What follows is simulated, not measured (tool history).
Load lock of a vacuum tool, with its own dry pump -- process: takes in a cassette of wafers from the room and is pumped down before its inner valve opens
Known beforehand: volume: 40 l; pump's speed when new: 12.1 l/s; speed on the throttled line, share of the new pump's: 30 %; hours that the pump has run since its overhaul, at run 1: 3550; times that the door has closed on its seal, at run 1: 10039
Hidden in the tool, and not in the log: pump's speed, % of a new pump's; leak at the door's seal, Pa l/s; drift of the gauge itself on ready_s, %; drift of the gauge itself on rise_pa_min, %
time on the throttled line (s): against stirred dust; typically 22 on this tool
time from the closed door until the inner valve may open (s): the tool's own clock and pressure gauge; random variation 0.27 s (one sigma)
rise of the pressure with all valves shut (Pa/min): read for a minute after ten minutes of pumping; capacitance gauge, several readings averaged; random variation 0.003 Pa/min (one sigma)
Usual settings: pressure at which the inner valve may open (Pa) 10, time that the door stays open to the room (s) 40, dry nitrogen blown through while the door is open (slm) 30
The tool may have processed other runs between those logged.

run	hour	time on the throttled line (s)	pressure at which the inner valve may open (Pa)	time that the door stays open to the room (s)	dry nitrogen blown through while the door is open (slm)	hours that the pump has run since its overhaul	times that the door has closed on its seal	incoming humidity of the room's air, %	time from the closed door until the inner valve may open (s)	rise of the pressure with all valves shut (Pa/min)
1	0.0	22	10	40	30	3550	10039	46.2	46.1	0.043
2	84.1	22	10	40	30	3634	10170	43.9	46.4	0.040
3	208.7	22	10	40	30	3759	10363	46.8	46.2	0.045
4	278.1	22	10	40	30	3828	10471	47.4	46.2	0.043
5	384.5	22	10	40	30	3935	10636	43.6	45.7	0.040
6	492.0	22	10	40	30	4042	10803	42.9	46.0	0.038
7	614.8	22	10	40	30	4165	10994	45.1	46.5	0.044
8	728.6	22	10	40	30	4279	11171	47.0	45.9	0.045
9	833.7	22	10	32	30	4384	11334	44.4	46.3	0.037
10	917.0	22	19	40	30	4467	11464	49.1	44.1	0.040
11	1003.8	22	19	40	30	4554	11598	44.1	44.6	0.039
12	1122.7	22	10	40	30	4673	11783	49.1	46.4	0.042
13	1176.7	17	10	40	30	4727	11867	46.6	42.7	0.042
14	1282.5	17	10	40	30	4833	12031	46.2	42.9	0.045
15	1372.8	17	10	40	30	4923	12172	47.2	42.6	0.041
16	1478.2	17	10	40	30	5028	12336	45.9	42.5	0.036
17	1599.6	17	10	40	30	5150	12524	47.4	42.4	0.045
18	1708.3	17	10	40	30	5259	12693	47.4	43.0	0.044
19	1773.1	32	15	40	30	5323	12794	46.2	51.8	0.046
20	1883.4	29	9	40	38	5434	12965	47.1	51.8	0.041
21	1941.8	26	14	89	5	5492	13056	43.5	47.9	0.087
22	2033.7	22	14	40	4	5584	13199	45.0	44.5	0.066
23	2110.4	42	9	100	20	5661	13318	43.5	61.0	0.062
24	2194.8	11	15	28	30	5745	13449	42.8	36.9	0.029
25	2293.7	24	7	58	21	5844	13603	45.3	48.6	0.051
26	2386.2	12	7	58	8	5936	13746	46.8	40.4	0.079
27	2505.6	30	19	197	19	6056	13932	42.1	49.7	0.086
28	2604.2	16	10	64	5	6154	14085	45.3	42.7	0.089
29	2719.7	13	10	64	42	6270	14264	40.5	39.8	0.033
30	2781.2	13	10	64	42	6331	14360	42.2	39.8	0.040
31	2894.5	38	17	32	8	6445	14536	45.7	55.9	0.061
32	2989.3	16	10	40	7	6540	14683	48.7	42.0	0.074

Run 33, settings as shown, results not yet in. Your forecast:
33	3050.9	22	10	40	14	6601	14779	41.8	?	?

Run 33 measured time from the closed door until the inner valve may open (s) 46.5, rise of the pressure with all valves shut (Pa/min) 0.051.
Without the tool's hidden state the same run would have given time from the closed door until the inner valve may open (s) 46.5, rise of the pressure with all valves shut (Pa/min) 0.051.
